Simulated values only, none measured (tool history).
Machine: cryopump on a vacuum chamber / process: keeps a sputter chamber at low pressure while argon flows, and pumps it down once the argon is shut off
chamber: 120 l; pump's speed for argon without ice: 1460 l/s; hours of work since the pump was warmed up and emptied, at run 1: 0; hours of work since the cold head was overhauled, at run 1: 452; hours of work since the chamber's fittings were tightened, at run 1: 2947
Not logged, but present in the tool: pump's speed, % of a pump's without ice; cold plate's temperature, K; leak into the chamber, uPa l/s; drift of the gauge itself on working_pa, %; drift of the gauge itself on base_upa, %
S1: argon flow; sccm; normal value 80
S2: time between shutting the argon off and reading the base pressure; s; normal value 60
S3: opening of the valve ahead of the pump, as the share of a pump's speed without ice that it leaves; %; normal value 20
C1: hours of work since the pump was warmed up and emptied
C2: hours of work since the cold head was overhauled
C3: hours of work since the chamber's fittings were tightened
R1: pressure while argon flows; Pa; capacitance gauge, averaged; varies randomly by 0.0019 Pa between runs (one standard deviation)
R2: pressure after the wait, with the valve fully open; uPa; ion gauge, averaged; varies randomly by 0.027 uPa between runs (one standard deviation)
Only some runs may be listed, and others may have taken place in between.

run,hour,S1,S2,S3,C1,C2,C3,R1,R2
1,0,80,60,20,0,452,2947,0.4636,2.8
2,29.6,80,55,20,14,467,2961,0.4638,2.95
3,56.2,80,55,34,27,479,2974,0.2747,2.97
4,109.1,80,82,20,52,505,2999,0.4615,2.63
5,153,80,60,20,73,526,3020,0.4654,2.94
6,183.2,68,60,20,88,540,3035,0.3989,2.98
7,219.6,80,75,20,105,558,3052,0.4657,2.82
8,266.1,80,75,47,128,580,3075,0.2022,2.7
9,320,80,75,47,154,606,3101,0.2027,2.74
10,373.9,80,75,47,180,632,3127,0.2049,2.94
11,401.1,80,75,47,193,645,3140,0.2041,2.78
12,439.4,80,75,47,211,663,3158,0.2044,2.9
13,470.3,80,75,47,226,678,3173,0.2077,2.92
14,516.1,33,75,47,248,700,3195,0.0856,2.96
15,556.4,33,75,47,267,720,3214,0.0861,2.86
16,584,33,75,47,280,733,3227,0.086,2.94
17,630.5,33,75,47,303,755,3250,0.0854,2.95
# hour 641.1: leaking fittings of the chamber tightened, without venting
18,656.8,33,75,47,314,767,8,0.0862,1.15
19,700.8,36,75,33,336,788,29,0.1331,1.15
20,726.8,36,133,35,348,800,41,0.1251,0.77
21,753.7,40,68,41,361,813,54,0.1219,1.22
22,799.7,40,68,41,383,835,76,0.1214,1.25
23,832,53,68,16,399,851,92,0.3929,1.28
24,856.3,93,148,51,410,863,103,0.2313,0.73
25,904,93,148,51,433,886,126,0.2316,0.8
# hour 943.4: pump warmed up, emptied and cooled again
26,944.2,93,101,18,0,902,143,0.5998,0.97
27,992.2,64,38,20,23,925,166,0.3744,1.96
28,1030.4,64,38,20,42,944,184,0.3742,2.02
29,1069.1,64,38,20,60,962,203,0.3755,2.04
30,1120.2,33,25,32,85,987,228,0.1205,2.88
31,1170,39,111,20,109,1011,252,0.2296,0.95
32,1203.3,33,73,38,125,1027,268,0.1035,1.34

Forecast run 33:
33,1229.1,33,73,38,137,1039,280,?,?

{"run 33": {"R1": 0.1033, "R2": 1.35}}
On a tool with no hidden condition, and with the same random variation, this run would have come out at R1 0.1005 Pa, R2 1.14 uPa.

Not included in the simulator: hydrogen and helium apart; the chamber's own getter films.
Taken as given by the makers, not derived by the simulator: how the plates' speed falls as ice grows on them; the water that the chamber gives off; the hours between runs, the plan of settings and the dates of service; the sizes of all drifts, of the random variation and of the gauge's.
